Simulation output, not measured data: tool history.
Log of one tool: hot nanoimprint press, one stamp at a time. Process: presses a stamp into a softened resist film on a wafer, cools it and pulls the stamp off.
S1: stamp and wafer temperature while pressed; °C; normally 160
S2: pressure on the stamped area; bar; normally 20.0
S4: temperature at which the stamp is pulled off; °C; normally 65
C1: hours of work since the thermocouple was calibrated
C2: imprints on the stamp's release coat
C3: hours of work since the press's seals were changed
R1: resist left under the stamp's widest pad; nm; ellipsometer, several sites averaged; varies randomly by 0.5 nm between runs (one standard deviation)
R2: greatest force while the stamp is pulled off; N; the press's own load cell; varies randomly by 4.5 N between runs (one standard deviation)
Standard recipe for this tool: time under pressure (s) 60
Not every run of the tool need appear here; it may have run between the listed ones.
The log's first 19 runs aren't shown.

{"run": 20, "hour": 1199.6, "S1": 150, "S2": 15.8, "time under pressure (s)": 47, "S4": 53, "C1": 171, "C2": 2294, "C3": 257, "R1": 170.1, "R2": 340}
{"hour": 1243.1, "done": "stamp cleaned and given a new release coat"}
{"run": 21, "hour": 1271.2, "S1": 159, "S2": 24.7, "time under pressure (s)": 47, "S4": 53, "C1": 198, "C2": 82, "C3": 284, "R1": 103.6, "R2": 252}
{"run": 22, "hour": 1324.9, "S1": 164, "S2": 19.9, "time under pressure (s)": 47, "S4": 71, "C1": 220, "C2": 239, "C3": 306, "R1": 95.1, "R2": 220}
{"run": 23, "hour": 1378.6, "S1": 160, "S2": 16.6, "time under pressure (s)": 60, "S4": 62, "C1": 242, "C2": 396, "C3": 328, "R1": 108.9, "R2": 241}
{"run": 24, "hour": 1457.4, "S1": 160, "S2": 14.0, "time under pressure (s)": 43, "S4": 58, "C1": 274, "C2": 626, "C3": 360, "R1": 131.5, "R2": 260}
{"run": 25, "hour": 1501.1, "S1": 169, "S2": 30.7, "time under pressure (s)": 43, "S4": 58, "C1": 292, "C2": 753, "C3": 378, "R1": 65.6, "R2": 262}
{"run": 26, "hour": 1557.3, "S1": 160, "S2": 16.5, "time under pressure (s)": 60, "S4": 58, "C1": 315, "C2": 918, "C3": 401, "R1": 109.5, "R2": 259}
{"run": 27, "hour": 1606.6, "S1": 160, "S2": 16.5, "time under pressure (s)": 60, "S4": 58, "C1": 335, "C2": 1061, "C3": 421, "R1": 108.8, "R2": 270}
{"run": 28, "hour": 1674.6, "S1": 160, "S2": 16.5, "time under pressure (s)": 60, "S4": 58, "C1": 363, "C2": 1260, "C3": 449, "R1": 109.5, "R2": 275}
{"run": 29, "hour": 1731.2, "S1": 160, "S2": 20.7, "time under pressure (s)": 60, "S4": 65, "C1": 386, "C2": 1425, "C3": 472, "R1": 97.3, "R2": 264}
{"run": 30, "hour": 1782.5, "S1": 160, "S2": 20.7, "time under pressure (s)": 60, "S4": 65, "C1": 407, "C2": 1575, "C3": 493, "R1": 97.9, "R2": 279}

Predict each of these 4 candidate next runs independently; none follows another, all start after run 30:
{"run": "A", "hour": 1841.8, "S1": 169, "S2": 20.7, "time under pressure (s)": 60, "S4": 71, "C1": 431, "C2": 1748, "C3": 517, "R1": "?", "R2": "?"}
{"run": "B", "hour": 1841.8, "S1": 156, "S2": 21.5, "time under pressure (s)": 60, "S4": 58, "C1": 431, "C2": 1748, "C3": 517, "R1": "?", "R2": "?"}
{"run": "C", "hour": 1841.8, "S1": 167, "S2": 20.7, "time under pressure (s)": 60, "S4": 65, "C1": 431, "C2": 1748, "C3": 517, "R1": "?", "R2": "?"}
{"run": "D", "hour": 1841.8, "S1": 160, "S2": 20.7, "time under pressure (s)": 60, "S4": 67, "C1": 431, "C2": 1748, "C3": 517, "R1": "?", "R2": "?"}

run=A R1=69.9 R2=275
run=B R1=112.8 R2=309
run=C R1=74.8 R2=286
run=D R1=96.9 R2=291
Had the tool no hidden state, the same runs would have come out as:
run=A R1=71.1 R2=212
run=B R1=115.1 R2=238
run=C R1=76.1 R2=219
run=D R1=98.8 R2=224

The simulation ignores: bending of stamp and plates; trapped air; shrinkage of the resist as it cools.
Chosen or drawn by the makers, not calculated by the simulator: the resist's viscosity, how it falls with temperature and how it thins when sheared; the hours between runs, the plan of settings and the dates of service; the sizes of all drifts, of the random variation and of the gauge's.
